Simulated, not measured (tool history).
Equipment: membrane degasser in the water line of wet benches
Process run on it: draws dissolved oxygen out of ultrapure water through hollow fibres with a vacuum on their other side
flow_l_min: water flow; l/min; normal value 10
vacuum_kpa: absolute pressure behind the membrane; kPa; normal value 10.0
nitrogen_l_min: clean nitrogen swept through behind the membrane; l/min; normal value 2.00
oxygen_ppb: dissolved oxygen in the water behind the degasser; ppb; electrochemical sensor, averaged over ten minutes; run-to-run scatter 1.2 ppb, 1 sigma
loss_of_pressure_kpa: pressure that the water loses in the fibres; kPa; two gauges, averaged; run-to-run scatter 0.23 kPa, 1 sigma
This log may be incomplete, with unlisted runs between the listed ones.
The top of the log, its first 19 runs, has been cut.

run,hour,flow_l_min,vacuum_kpa,nitrogen_l_min,hours since the membrane was changed,hours since the vacuum gauge was calibrated,hours since the vacuum lines were made tight,oxygen_ppb,loss_of_pressure_kpa
20,1180.9,14,10.0,2.00,3011,1500,2063,183.1,80.48
21,1245.7,14,10.0,2.00,3076,1565,2128,181.2,80.72
22,1335.2,10,10.0,1.34,3165,1654,2218,153.6,57.55
23,1416.6,13,9.2,1.89,3246,1735,2299,158.7,74.54
24,1493.3,10,16.0,3.24,3323,1812,2376,126.9,57.42
25,1550.2,14,12.0,0.81,3380,1869,2433,399.0,80.12
26,1610.9,15,18.9,1.47,3441,1930,2493,440.7,85.46
27,1699.3,15,18.9,1.47,3529,2018,2582,444.3,85.90
# hour 1733.9: gauge calibrated
28,1766.3,16,18.9,1.75,3596,2085,2649,423.2,93.67
29,1850.0,16,13.8,2.00,3680,2169,2733,283.7,93.54
30,1940.8,16,13.8,2.00,3771,2260,2823,286.4,93.32
31,2014.1,14,11.8,2.88,3844,2333,2897,170.9,81.36
32,2067.8,8,13.5,4.07,3898,2387,2950,66.0,46.57
33,2153.1,8,13.5,4.07,3983,2472,3036,66.9,46.12

Forecast each of these 3 alternatives for the next run:
A,2243.6,8,16.7,5.66,4073,2562,3126,?,?
B,2243.6,10,7.2,3.48,4073,2562,3126,?,?
C,2243.6,7,21.9,1.00,4073,2562,3126,?,?

run,oxygen_ppb,loss_of_pressure_kpa
A,63.4,46.65
B,59.9,57.73
C,322.5,40.80
Stripped of hidden state, with their random variation kept, the same runs would have yielded:
run,oxygen_ppb,loss_of_pressure_kpa
A,63.4,46.94
B,59.8,58.10
C,322.2,41.05
